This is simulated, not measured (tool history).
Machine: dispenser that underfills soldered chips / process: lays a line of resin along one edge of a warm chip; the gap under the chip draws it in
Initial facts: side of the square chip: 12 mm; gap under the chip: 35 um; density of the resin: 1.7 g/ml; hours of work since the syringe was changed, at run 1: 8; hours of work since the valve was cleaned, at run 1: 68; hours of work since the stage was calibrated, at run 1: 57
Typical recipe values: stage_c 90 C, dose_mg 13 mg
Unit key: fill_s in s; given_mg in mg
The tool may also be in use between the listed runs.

| run | hour | stage_c | dose_mg | hours of work since the syringe was changed | hours of work since the valve was cleaned | hours of work since the stage was calibrated | fill_s | given_mg |
|---|---|---|---|---|---|---|---|---|
| 1 | 0 | 90 | 13 | 8 | 68 | 57 | 571.6 | 12.45 |
|  | 2.9 | new syringe of resin |
| 2 | 9.8 | 90 | 13 | 5 | 75 | 65 | 497.5 | 12.33 |
|  | 15.8 | new syringe of resin |
| 3 | 18.6 | 87 | 13 | 2 | 82 | 71 | 440.7 | 12.17 |
| 4 | 24.3 | 90 | 13 | 7 | 86 | 76 | 535.2 | 12.28 |
| 5 | 28.4 | 90 | 11.4 | 10 | 89 | 79 | 676.6 | 10.75 |
|  | 29.3 | new syringe of resin |
| 6 | 35.6 | 90 | 11.4 | 5 | 95 | 84 | 490.7 | 10.59 |
| 7 | 40.9 | 90 | 13 | 9 | 99 | 89 | 608.6 | 12.15 |
|  | 42.7 | new syringe of resin |
| 8 | 50.2 | 81 | 13 | 6 | 106 | 96 | 678.9 | 12.04 |
|  | 55.9 | new syringe of resin |
| 9 | 59.2 | 79 | 13 | 3 | 112 | 102 | 589.9 | 12.02 |
| 10 | 64.4 | 90 | 13 | 7 | 117 | 106 | 528.9 | 12.06 |
|  | 69 | new syringe of resin |
|  | 70 | dispensing valve cleaned and set on the balance |
| 11 | 72.2 | 90 | 13 | 2 | 2 | 112 | 380.7 | 12.98 |
| 12 | 80.2 | 90 | 13 | 8 | 8 | 118 | 562.5 | 12.97 |
|  | 83.7 | new syringe of resin |
| 13 | 88.5 | 90 | 13 | 4 | 14 | 124 | 432.4 | 12.86 |
| 14 | 93.7 | 76 | 13 | 8 | 18 | 128 | 912.2 | 12.9 |
|  | 97.1 | new syringe of resin |
| 15 | 101.2 | 76 | 13 | 3 | 24 | 134 | 666.6 | 12.73 |
| 16 | 107.3 | 76 | 13 | 8 | 29 | 138 | 926.5 | 12.67 |
|  | 110.5 | new syringe of resin |
| 17 | 113.5 | 90 | 13 | 2 | 33 | 143 | 383.4 | 12.69 |
| 18 | 121.5 | 90 | 13 | 9 | 39 | 149 | 570.8 | 12.58 |
|  | 123.8 | new syringe of resin |
| 19 | 130.5 | 85 | 12.1 | 5 | 46 | 156 | 573.9 | 11.71 |
|  | 136.9 | new syringe of resin |
| 20 | 139.1 | 96 | 14.1 | 2 | 53 | 162 | 304.8 | 13.63 |
| 21 | 143.3 | 94 | 12.3 | 5 | 56 | 166 | 409 | 11.87 |
| 22 | 149 | 94 | 12.3 | 9 | 60 | 170 | 555.7 | 11.79 |
|  | 150 | new syringe of resin |
| 23 | 155.1 | 94 | 12.3 | 4 | 65 | 175 | 390.2 | 11.79 |
|  | 163.1 | new syringe of resin |
| 24 | 163.1 | 102 | 14.1 | 0 | 71 | 181 | 223.4 | 13.37 |
| 25 | 170.8 | 76 | 12.7 | 6 | 77 | 187 | 788 | 12.05 |
|  | 176.3 | new syringe of resin |
| 26 | 179.1 | 101 | 13 | 2 | 83 | 193 | 271.1 | 12.21 |
| 27 | 185.3 | 102 | 16.6 | 7 | 88 | 198 | 341.9 | 15.58 |
|  | 189.3 | new syringe of resin |
| 28 | 191.5 | 91 | 14.8 | 2 | 93 | 202 | 357.7 | 13.84 |
| 29 | 201.2 | 91 | 15.7 | 9 | 100 | 210 | 563.4 | 14.52 |
|  | 202.3 | new syringe of resin |
| 30 | 211.1 | 102 | 13 | 7 | 108 | 217 | 351.7 | 11.99 |
|  | 215.4 | new syringe of resin |
| 31 | 218.1 | 102 | 13 | 2 | 113 | 223 | 261.2 | 12.12 |
| 32 | 222.6 | 94 | 14.3 | 6 | 116 | 226 | 415.3 | 13.14 |
|  | 228.5 | dispensing valve cleaned and set on the balance |
|  | 229.3 | new syringe of resin |
| 33 | 229.5 | 89 | 12.9 | 0 | 1 | 231 | 350.2 | 12.98 |
| 34 | 237.9 | 89 | 12.9 | 7 | 7 | 237 | 533.2 | 12.89 |
|  | 242.5 | new syringe of resin |
| 35 | 244.7 | 89 | 12.4 | 2 | 12 | 242 | 371.8 | 12.23 |

Some steps in fill_s between neighbouring runs. How much of each would the tool show without its hidden state too (settings, what came in, random variation), and how much is left for the hidden state, with any gauge scatter that isn't in both results?
Hidden conditions of the tool in this case: resin's viscosity, % of fresh resin's; dose that the valve gives, % of what is set; true chip temperature over the reading, C; drift of the gauge itself on fill_s, %; drift of the gauge itself on given_mg, %.
Run 13 -> 14: stage_c 90 -> 76. fill_s +479.8 s: hidden state +253.7, all else +226.1.
Run 15 -> 16: no setting changed, nothing entered. fill_s +259.9 s: hidden state +245.9, all else +14.
Run 16 -> 17: stage_c 76 -> 90, new syringe of resin. fill_s -543.1 s: hidden state -312.2, all else -230.9.
Run 24 -> 25: stage_c 102 -> 76, dose_mg 14.1 -> 12.7. fill_s +564.6 s: hidden state +233.2, all else +331.4.
Run 25 -> 26: stage_c 76 -> 101, dose_mg 12.7 -> 13, new syringe of resin. fill_s -516.9 s: hidden state -199.5, all else -317.4.
